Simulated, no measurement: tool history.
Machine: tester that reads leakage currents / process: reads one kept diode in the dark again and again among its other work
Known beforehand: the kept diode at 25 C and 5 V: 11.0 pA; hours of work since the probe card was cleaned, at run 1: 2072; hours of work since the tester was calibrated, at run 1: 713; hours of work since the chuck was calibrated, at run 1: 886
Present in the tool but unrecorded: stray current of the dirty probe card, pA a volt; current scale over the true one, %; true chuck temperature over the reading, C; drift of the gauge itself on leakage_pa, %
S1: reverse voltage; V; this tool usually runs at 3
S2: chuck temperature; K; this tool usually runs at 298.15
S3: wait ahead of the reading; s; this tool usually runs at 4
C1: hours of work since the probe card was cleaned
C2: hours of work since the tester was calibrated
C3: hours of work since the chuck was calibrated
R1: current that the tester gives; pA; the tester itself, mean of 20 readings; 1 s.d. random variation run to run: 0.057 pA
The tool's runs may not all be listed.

{"run": 1, "hour": 0.0, "S1": 3, "S2": 298.15, "S3": 4, "C1": 2072, "C2": 713, "C3": 886, "R1": 11.95}
{"run": 2, "hour": 32.0, "S1": 3, "S2": 298.15, "S3": 0.3, "C1": 2095, "C2": 736, "C3": 908, "R1": 15.24}
{"run": 3, "hour": 48.0, "S1": 3, "S2": 298.15, "S3": 0.3, "C1": 2106, "C2": 747, "C3": 919, "R1": 15.14}
{"run": 4, "hour": 69.3, "S1": 3, "S2": 298.15, "S3": 4, "C1": 2121, "C2": 762, "C3": 935, "R1": 12}
{"run": 5, "hour": 92.6, "S1": 11.57, "S2": 298.15, "S3": 4, "C1": 2137, "C2": 779, "C3": 951, "R1": 26.37}
{"run": 6, "hour": 127.6, "S1": 11.57, "S2": 298.15, "S3": 4, "C1": 2162, "C2": 804, "C3": 976, "R1": 26.52}
{"run": 7, "hour": 156.6, "S1": 1.16, "S2": 298.15, "S3": 4, "C1": 2183, "C2": 824, "C3": 996, "R1": 7.47}
{"run": 8, "hour": 178.1, "S1": 1.16, "S2": 298.15, "S3": 4, "C1": 2198, "C2": 839, "C3": 1012, "R1": 7.38}
{"run": 9, "hour": 208.0, "S1": 1.16, "S2": 298.15, "S3": 4, "C1": 2219, "C2": 860, "C3": 1033, "R1": 7.39}
{"run": 10, "hour": 223.1, "S1": 1.16, "S2": 298.15, "S3": 4, "C1": 2230, "C2": 871, "C3": 1043, "R1": 7.4}
{"run": 11, "hour": 240.5, "S1": 1.16, "S2": 298.15, "S3": 4, "C1": 2242, "C2": 883, "C3": 1056, "R1": 7.45}
{"run": 12, "hour": 259.9, "S1": 1.32, "S2": 298.15, "S3": 4, "C1": 2256, "C2": 897, "C3": 1069, "R1": 8.06}
{"hour": 280.4, "done": "probe card cleaned and baked"}
{"run": 13, "hour": 295.4, "S1": 1.32, "S2": 298.15, "S3": 0.94, "C1": 11, "C2": 920, "C3": 1092, "R1": 7.5}
{"run": 14, "hour": 326.5, "S1": 1.62, "S2": 298.15, "S3": 4, "C1": 33, "C2": 942, "C3": 1114, "R1": 7.81}
{"run": 15, "hour": 344.1, "S1": 3.41, "S2": 312.15, "S3": 3.93, "C1": 45, "C2": 955, "C3": 1127, "R1": 34.81}
{"run": 16, "hour": 368.2, "S1": 1.27, "S2": 312.15, "S3": 4.41, "C1": 62, "C2": 972, "C3": 1144, "R1": 22.28}
{"run": 17, "hour": 389.6, "S1": 2.99, "S2": 294.15, "S3": 0.99, "C1": 77, "C2": 987, "C3": 1159, "R1": 8.37}
{"run": 18, "hour": 416.5, "S1": 9.89, "S2": 325.15, "S3": 0.9, "C1": 96, "C2": 1006, "C3": 1178, "R1": 152.32}
{"run": 19, "hour": 450.2, "S1": 11.58, "S2": 300.15, "S3": 2.72, "C1": 120, "C2": 1030, "C3": 1202, "R1": 24.14}
{"run": 20, "hour": 476.3, "S1": 3, "S2": 298.15, "S3": 5.74, "C1": 139, "C2": 1048, "C3": 1221, "R1": 10.59}
{"run": 21, "hour": 495.2, "S1": 3, "S2": 298.15, "S3": 5.74, "C1": 152, "C2": 1062, "C3": 1234, "R1": 10.63}
{"run": 22, "hour": 520.5, "S1": 13.85, "S2": 298.15, "S3": 4, "C1": 170, "C2": 1079, "C3": 1252, "R1": 22.32}
{"run": 23, "hour": 549.1, "S1": 19.58, "S2": 294.15, "S3": 7.95, "C1": 190, "C2": 1100, "C3": 1272, "R1": 18.98}
{"run": 24, "hour": 574.2, "S1": 9, "S2": 324.15, "S3": 0.64, "C1": 208, "C2": 1118, "C3": 1290, "R1": 139.18}
{"run": 25, "hour": 605.0, "S1": 3, "S2": 293.15, "S3": 4, "C1": 230, "C2": 1139, "C3": 1312, "R1": 7.17}

Difference, measured minus no-hidden-state, one row per run. Run-to-run variation is common to both terms; the gauge's own scatter need not be:
run=1 R1=+2.86
run=2 R1=+2.88
run=3 R1=+2.9
run=4 R1=+2.95
run=5 R1=+9.25
run=6 R1=+9.36
run=7 R1=+1.52
run=8 R1=+1.53
run=9 R1=+1.56
run=10 R1=+1.57
run=11 R1=+1.58
run=12 R1=+1.75
run=13 R1=+0.91
run=14 R1=+1.03
run=15 R1=+4.26
run=16 R1=+2.77
run=17 R1=+1.07
run=18 R1=+17.74
run=19 R1=+3.5
run=20 R1=+1.6
run=21 R1=+1.63
run=22 R1=+3.66
run=23 R1=+3.63
run=24 R1=+17.8
run=25 R1=+1.27

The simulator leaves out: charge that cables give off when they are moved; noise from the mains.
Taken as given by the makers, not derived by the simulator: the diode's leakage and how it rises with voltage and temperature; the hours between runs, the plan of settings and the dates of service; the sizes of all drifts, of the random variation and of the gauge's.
